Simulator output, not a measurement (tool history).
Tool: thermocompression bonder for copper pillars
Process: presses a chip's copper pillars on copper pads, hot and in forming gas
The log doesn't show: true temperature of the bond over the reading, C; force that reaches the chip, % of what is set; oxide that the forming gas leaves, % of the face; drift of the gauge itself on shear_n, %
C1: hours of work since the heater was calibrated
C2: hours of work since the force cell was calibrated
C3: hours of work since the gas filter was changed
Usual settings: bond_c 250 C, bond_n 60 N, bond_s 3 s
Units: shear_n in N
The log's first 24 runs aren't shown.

{"run": 25, "hour": 1233.6, "bond_c": 252, "bond_n": 60, "bond_s": 3, "C1": 1364, "C2": 418, "C3": 71, "shear_n": 58.8}
{"run": 26, "hour": 1310.2, "bond_c": 252, "bond_n": 71, "bond_s": 3, "C1": 1422, "C2": 477, "C3": 129, "shear_n": 65.6}
{"hour": 1334.4, "done": "heater calibrated with a thermocouple chip"}
{"hour": 1386.5, "done": "forming gas filter changed"}
{"run": 27, "hour": 1388.2, "bond_c": 252, "bond_n": 71, "bond_s": 3, "C1": 41, "C2": 534, "C3": 1, "shear_n": 65.8}
{"run": 28, "hour": 1466.9, "bond_c": 252, "bond_n": 71, "bond_s": 3, "C1": 101, "C2": 594, "C3": 61, "shear_n": 65.3}
{"run": 29, "hour": 1523.3, "bond_c": 252, "bond_n": 71, "bond_s": 3, "C1": 144, "C2": 637, "C3": 104, "shear_n": 63.9}
{"run": 30, "hour": 1583.8, "bond_c": 252, "bond_n": 71, "bond_s": 3, "C1": 190, "C2": 684, "C3": 151, "shear_n": 60.9}
{"hour": 1627.3, "done": "forming gas filter changed"}
{"run": 31, "hour": 1644.1, "bond_c": 252, "bond_n": 71, "bond_s": 3, "C1": 236, "C2": 729, "C3": 13, "shear_n": 67.2}
{"run": 32, "hour": 1697.2, "bond_c": 233, "bond_n": 60, "bond_s": 3, "C1": 276, "C2": 770, "C3": 53, "shear_n": 42.0}
{"run": 33, "hour": 1758.3, "bond_c": 233, "bond_n": 60, "bond_s": 2, "C1": 323, "C2": 817, "C3": 100, "shear_n": 34.1}

4 ways to go on from here, each from the tool as it stands after run 33. What would each give?
{"run": "A", "hour": 1817.1, "bond_c": 233, "bond_n": 60, "bond_s": 3, "C1": 368, "C2": 861, "C3": 145, "shear_n": "?"}
{"run": "B", "hour": 1817.1, "bond_c": 233, "bond_n": 37, "bond_s": 3, "C1": 368, "C2": 861, "C3": 145, "shear_n": "?"}
{"run": "C", "hour": 1817.1, "bond_c": 233, "bond_n": 60, "bond_s": 3, "C1": 368, "C2": 861, "C3": 145, "shear_n": "?"}
{"run": "D", "hour": 1817.1, "bond_c": 241, "bond_n": 60, "bond_s": 5, "C1": 368, "C2": 861, "C3": 145, "shear_n": "?"}

run=A shear_n=40.5
run=B shear_n=23.9
run=C shear_n=40.4
run=D shear_n=55.6
Without the tool's hidden state the same runs would have given:
run=A shear_n=45.4
run=B shear_n=26.9
run=C shear_n=45.3
run=D shear_n=61.9
